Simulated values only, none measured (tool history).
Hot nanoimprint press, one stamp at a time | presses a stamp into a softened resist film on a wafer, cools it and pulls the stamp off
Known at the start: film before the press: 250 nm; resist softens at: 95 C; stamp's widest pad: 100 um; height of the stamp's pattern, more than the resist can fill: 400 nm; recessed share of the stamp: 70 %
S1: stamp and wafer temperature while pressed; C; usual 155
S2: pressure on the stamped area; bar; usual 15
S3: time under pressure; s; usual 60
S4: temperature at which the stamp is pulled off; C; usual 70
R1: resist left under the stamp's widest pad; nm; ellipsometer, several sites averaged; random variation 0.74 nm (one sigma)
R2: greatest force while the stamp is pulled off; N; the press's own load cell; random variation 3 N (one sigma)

run,hour,S1,S2,S3,S4,R1,R2
1,0,155,15,60,70,86.2,240
# hour 21.3: stamp cleaned and given a new release coat
2,25.3,155,15,60,70,86.8,144
3,41,155,15,60,69,86.7,141
4,53.3,155,15,60,69,87.9,146
5,68.1,155,15,60,69,86.6,149
6,82.5,155,14.3,60,70,88.7,145
# hour 87.1: plate thermocouple calibrated
7,97.9,155,15,60,61,83.9,159
8,106.8,155,15,60,61,83.7,165
9,121.1,150,15,48,71,121.3,155
10,133.9,155,9.7,120,70,78.5,151
11,146.7,155,9.7,120,70,78.8,152
12,164.6,159,9.7,120,70,62.9,157
# hour 182.6: plate thermocouple calibrated, once more
13,184.1,155,15,96,68,76,160
14,195.9,155,15,96,68,76.2,161
15,208.3,167,9.9,46,61,67.6,172

5 ways to go on from here, each from the tool as it stands after run 15. What would each give?
A,223.4,154,9.9,46,61,?,?
B,223.4,167,9.9,46,72,?,?
C,223.4,167,9.9,46,67,?,?
D,223.4,158,11.8,46,61,?,?
E,223.4,155,15,54,65,?,?

run,R1,R2
A,130.3,174
B,68.7,158
C,66.5,172
D,96.8,176
E,97.2,169
Without the tool's hidden state the same runs would have given:
run,R1,R2
A,129.9,152
B,68.5,139
C,66.3,151
D,96.4,154
E,96.6,148
